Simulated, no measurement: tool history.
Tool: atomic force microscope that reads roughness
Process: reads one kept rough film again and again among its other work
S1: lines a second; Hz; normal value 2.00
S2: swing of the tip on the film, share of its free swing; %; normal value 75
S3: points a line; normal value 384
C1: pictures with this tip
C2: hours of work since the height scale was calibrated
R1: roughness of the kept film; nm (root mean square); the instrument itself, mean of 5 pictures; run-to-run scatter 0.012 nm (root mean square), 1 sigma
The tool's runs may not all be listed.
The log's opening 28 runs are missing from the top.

run	hour	S1	S2	S3	C1	C2	R1
29	966.8	1.44	75	567	90	1631	2.860
# hour 972.6: new tip fitted
30	998.0	0.67	75	302	59	1653	2.924
# hour 1019.1: new tip fitted
31	1042.8	1.45	68	294	55	1684	2.886
# hour 1063.7: new tip fitted
32	1063.7	1.45	68	294	0	1699	2.909
33	1095.6	1.45	68	294	74	1722	2.893
# hour 1108.5: new tip fitted
34	1135.8	0.67	57	384	63	1751	2.997
# hour 1152.9: new tip fitted
35	1171.7	3.69	80	384	44	1776	2.505
# hour 1199.1: new tip fitted
36	1206.0	3.69	80	384	16	1800	2.500
37	1230.6	3.69	80	384	73	1818	2.490
# hour 1243.2: new tip fitted
38	1279.0	3.69	80	384	84	1853	2.489
# hour 1287.2: new tip fitted
39	1324.7	2.00	75	482	87	1885	2.834
# hour 1332.7: new tip fitted
40	1357.9	2.60	75	369	59	1909	2.708
# hour 1376.0: new tip fitted
41	1384.1	2.00	64	407	19	1927	2.918
# hour 1420.4: new tip fitted
42	1420.4	1.79	56	335	0	1953	2.981
43	1453.1	0.96	83	503	76	1977	2.868
# hour 1465.4: new tip fitted
44	1476.1	0.96	83	503	25	1993	2.901
# hour 1510.9: new tip fitted
45	1516.6	2.00	74	384	13	2022	2.801
46	1549.0	3.51	89	276	88	2045	2.266
# hour 1557.2: new tip fitted
47	1592.3	3.51	89	276	82	2076	2.272

What if the next run were any one of these 5? Each begins from the tool's condition after run 47:
# hour 1601.3: new tip fitted
# hour 1615.2: height scale calibrated on a step standard
A	1622.8	1.28	89	276	48	5	?
# hour 1601.3: new tip fitted
# hour 1615.2: height scale calibrated on a step standard
B	1622.8	1.26	62	771	48	5	?
# hour 1601.3: new tip fitted
# hour 1615.2: height scale calibrated on a step standard
C	1622.8	3.51	89	301	48	5	?
# hour 1601.3: new tip fitted
# hour 1615.2: height scale calibrated on a step standard
D	1622.8	2.83	56	384	48	5	?
# hour 1601.3: new tip fitted
# hour 1615.2: height scale calibrated on a step standard
E	1622.8	1.20	66	291	48	5	?

run	R1
A	2.693
B	3.005
C	2.296
D	2.936
E	2.905
The same runs, with their run-to-run variation unchanged, on a tool lacking any hidden condition would have given:
run	R1
A	2.699
B	3.012
C	2.302
D	2.943
E	2.912
